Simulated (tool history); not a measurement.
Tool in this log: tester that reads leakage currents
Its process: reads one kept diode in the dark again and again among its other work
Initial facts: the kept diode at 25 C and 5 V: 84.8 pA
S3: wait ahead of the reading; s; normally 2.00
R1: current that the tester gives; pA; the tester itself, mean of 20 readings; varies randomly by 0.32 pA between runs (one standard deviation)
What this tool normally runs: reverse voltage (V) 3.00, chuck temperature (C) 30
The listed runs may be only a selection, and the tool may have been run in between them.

Run 1, hour 0.0: usual settings. Result: R1 117.19 pA.
Run 2, hour 101.2: usual settings. Result: R1 117.57 pA.
Run 3, hour 182.5: usual settings. Result: R1 118.86 pA.
Run 4, hour 244.0: usual settings. Result: R1 118.82 pA.
Run 5, hour 304.0: usual settings but reverse voltage (V) 1.58. Result: R1 93.16 pA.
Run 6, hour 386.5: usual settings but reverse voltage (V) 11.64. Result: R1 203.02 pA.
Run 7, hour 472.3: usual settings but reverse voltage (V) 1.50, chuck temperature (C) 22, S3 4.99 s. Result: R1 48.33 pA.
At hour 509.2: chuck's temperature calibrated.
Run 8, hour 563.0: usual settings but chuck temperature (C) 54, S3 2.76 s. Result: R1 650.48 pA.
Run 9, hour 659.0: usual settings but chuck temperature (C) 54, S3 2.76 s. Result: R1 653.86 pA.
Run 10, hour 766.0: usual settings but reverse voltage (V) 14.52, chuck temperature (C) 32, S3 3.50 s. Result: R1 239.05 pA.

Alternative continuations, all from the tool just after run 10; predict every row:
Run A, hour 876.2: usual settings but reverse voltage (V) 4.48, chuck temperature (C) 31, S3 0.60 s. Result: R1 ?.
Run B, hour 876.2: usual settings but reverse voltage (V) 5.95, chuck temperature (C) 28, S3 7.90 s. Result: R1 ?.
Run C, hour 876.2: usual settings but reverse voltage (V) 1.98, chuck temperature (C) 52, S3 3.50 s. Result: R1 ?.
Run D, hour 876.2: usual settings but reverse voltage (V) 1.41, chuck temperature (C) 56, S3 0.55 s. Result: R1 ?.
Run E, hour 876.2: usual settings but reverse voltage (V) 13.71, S3 3.73 s. Result: R1 ?.

run      R1
  A  141.85
  B  123.09
  C  494.10
  D  574.56
  E  200.12
What these runs would have given with no unlogged condition in the tool:
run      R1
  A  135.85
  B  116.43
  C  483.18
  D  562.68
  E  186.67
